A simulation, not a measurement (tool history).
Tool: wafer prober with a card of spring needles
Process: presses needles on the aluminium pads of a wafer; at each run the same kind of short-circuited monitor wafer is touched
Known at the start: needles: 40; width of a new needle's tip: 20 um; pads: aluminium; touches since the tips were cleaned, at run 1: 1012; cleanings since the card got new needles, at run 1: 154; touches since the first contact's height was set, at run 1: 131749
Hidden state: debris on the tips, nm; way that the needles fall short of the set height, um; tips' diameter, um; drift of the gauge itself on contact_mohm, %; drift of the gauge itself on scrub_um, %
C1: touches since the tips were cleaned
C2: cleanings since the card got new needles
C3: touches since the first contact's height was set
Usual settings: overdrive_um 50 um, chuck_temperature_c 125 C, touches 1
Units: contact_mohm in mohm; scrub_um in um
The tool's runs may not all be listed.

{"run": 1, "hour": 0.0, "overdrive_um": 50, "chuck_temperature_c": 125, "touches": 1, "C1": 1012, "C2": 154, "C3": 131749, "contact_mohm": 149, "scrub_um": 10.97}
{"hour": 16.1, "done": "tips cleaned on abrasive film"}
{"hour": 32.5, "done": "tips cleaned on abrasive film"}
{"hour": 52.1, "done": "tips cleaned on abrasive film"}
{"hour": 72.6, "done": "tips cleaned on abrasive film"}
{"run": 2, "hour": 82.7, "overdrive_um": 50, "chuck_temperature_c": 125, "touches": 1, "C1": 5121, "C2": 158, "C3": 173610, "contact_mohm": 173, "scrub_um": 10.93}
{"hour": 91.0, "done": "tips cleaned on abrasive film"}
{"hour": 107.6, "done": "height of the first contact set anew"}
{"hour": 111.8, "done": "tips cleaned on abrasive film"}
{"run": 3, "hour": 120.7, "overdrive_um": 50, "chuck_temperature_c": 125, "touches": 1, "C1": 4520, "C2": 160, "C3": 6596, "contact_mohm": 175, "scrub_um": 10.79}
{"hour": 128.9, "done": "tips cleaned on abrasive film"}
{"hour": 149.2, "done": "tips cleaned on abrasive film"}
{"hour": 165.6, "done": "tips cleaned on abrasive film"}
{"hour": 182.0, "done": "tips cleaned on abrasive film"}
{"run": 4, "hour": 194.0, "overdrive_um": 50, "chuck_temperature_c": 125, "touches": 1, "C1": 6065, "C2": 164, "C3": 43660, "contact_mohm": 178, "scrub_um": 10.65}
{"hour": 202.1, "done": "tips cleaned on abrasive film"}
{"hour": 222.1, "done": "tips cleaned on abrasive film"}
{"hour": 238.5, "done": "tips cleaned on abrasive film"}
{"hour": 255.0, "done": "tips cleaned on abrasive film"}
{"run": 5, "hour": 262.0, "overdrive_um": 50, "chuck_temperature_c": 125, "touches": 1, "C1": 3575, "C2": 168, "C3": 78050, "contact_mohm": 169, "scrub_um": 10.65}
{"hour": 274.3, "done": "tips cleaned on abrasive film"}
{"hour": 290.7, "done": "tips cleaned on abrasive film"}
{"run": 6, "hour": 299.4, "overdrive_um": 50, "chuck_temperature_c": 125, "touches": 1, "C1": 4420, "C2": 170, "C3": 96960, "contact_mohm": 174, "scrub_um": 10.64}
{"hour": 307.2, "done": "tips cleaned on abrasive film"}
{"hour": 327.7, "done": "tips cleaned on abrasive film"}
{"hour": 348.2, "done": "tips cleaned on abrasive film"}
{"hour": 364.6, "done": "tips cleaned on abrasive film"}
{"run": 7, "hour": 372.9, "overdrive_um": 50, "chuck_temperature_c": 125, "touches": 1, "C1": 4235, "C2": 174, "C3": 134158, "contact_mohm": 177, "scrub_um": 10.6}
{"hour": 381.2, "done": "tips cleaned on abrasive film"}
{"hour": 389.6, "done": "height of the first contact set anew, once more"}
{"hour": 397.9, "done": "tips cleaned on abrasive film"}
{"hour": 418.2, "done": "tips cleaned on abrasive film"}
{"hour": 438.1, "done": "tips cleaned on abrasive film"}
{"run": 8, "hour": 443.9, "overdrive_um": 68, "chuck_temperature_c": 37, "touches": 2, "C1": 2910, "C2": 178, "C3": 27419, "contact_mohm": 123, "scrub_um": 15.03}
{"hour": 455.7, "done": "tips cleaned on abrasive film"}
{"hour": 476.2, "done": "tips cleaned on abrasive film"}
{"run": 9, "hour": 490.0, "overdrive_um": 68, "chuck_temperature_c": 37, "touches": 2, "C1": 7011, "C2": 180, "C3": 50789, "contact_mohm": 136, "scrub_um": 15.05}
{"hour": 494.2, "done": "tips cleaned on abrasive film"}
{"hour": 510.6, "done": "tips cleaned on abrasive film"}
{"hour": 530.5, "done": "tips cleaned on abrasive film"}
{"hour": 551.0, "done": "tips cleaned on abrasive film"}
{"run": 10, "hour": 557.7, "overdrive_um": 52, "chuck_temperature_c": 87, "touches": 1, "C1": 3434, "C2": 184, "C3": 85011, "contact_mohm": 163, "scrub_um": 11.54}
{"hour": 570.1, "done": "tips cleaned on abrasive film"}
{"hour": 590.1, "done": "tips cleaned on abrasive film"}
{"run": 11, "hour": 601.4, "overdrive_um": 58, "chuck_temperature_c": 61, "touches": 1, "C1": 5762, "C2": 186, "C3": 107118, "contact_mohm": 162, "scrub_um": 12.8}
{"hour": 609.5, "done": "tips cleaned on abrasive film"}
{"hour": 625.9, "done": "tips cleaned on abrasive film"}
{"hour": 646.4, "done": "tips cleaned on abrasive film"}
{"hour": 667.0, "done": "tips cleaned on abrasive film"}
{"run": 12, "hour": 682.2, "overdrive_um": 30, "chuck_temperature_c": 25, "touches": 1, "C1": 7729, "C2": 190, "C3": 147981, "contact_mohm": 300, "scrub_um": 6.49}
{"hour": 685.7, "done": "tips cleaned on abrasive film"}
{"hour": 702.1, "done": "tips cleaned on abrasive film"}
{"hour": 718.6, "done": "tips cleaned on abrasive film"}
{"hour": 739.0, "done": "tips cleaned on abrasive film"}
{"hour": 754.9, "done": "height of the first contact set anew"}
{"hour": 758.8, "done": "tips cleaned on abrasive film"}
{"run": 13, "hour": 758.8, "overdrive_um": 30, "chuck_temperature_c": 25, "touches": 1, "C1": 0, "C2": 195, "C3": 1960, "contact_mohm": 141, "scrub_um": 6.67}

Forecast each of these 3 alternatives for the next run:
{"hour": 779.1, "done": "tips cleaned on abrasive film"}
{"hour": 799.2, "done": "tips cleaned on abrasive film"}
{"hour": 819.4, "done": "tips cleaned on abrasive film"}
{"run": "A", "hour": 825.4, "overdrive_um": 50, "chuck_temperature_c": 125, "touches": 2, "C1": 3059, "C2": 198, "C3": 35670, "contact_mohm": "?", "scrub_um": "?"}
{"hour": 779.1, "done": "tips cleaned on abrasive film"}
{"hour": 799.2, "done": "tips cleaned on abrasive film"}
{"hour": 819.4, "done": "tips cleaned on abrasive film"}
{"run": "B", "hour": 825.4, "overdrive_um": 33, "chuck_temperature_c": 125, "touches": 2, "C1": 3059, "C2": 198, "C3": 35670, "contact_mohm": "?", "scrub_um": "?"}
{"hour": 779.1, "done": "tips cleaned on abrasive film"}
{"hour": 799.2, "done": "tips cleaned on abrasive film"}
{"hour": 819.4, "done": "tips cleaned on abrasive film"}
{"run": "C", "hour": 825.4, "overdrive_um": 42, "chuck_temperature_c": 27, "touches": 1, "C1": 3059, "C2": 198, "C3": 35670, "contact_mohm": "?", "scrub_um": "?"}

run=A contact_mohm=152 scrub_um=11.06
run=B contact_mohm=188 scrub_um=7.29
run=C contact_mohm=173 scrub_um=9.3
Without the tool's hidden state the same runs would have given:
run=A contact_mohm=130 scrub_um=11.1
run=B contact_mohm=143 scrub_um=7.33
run=C contact_mohm=120 scrub_um=9.34
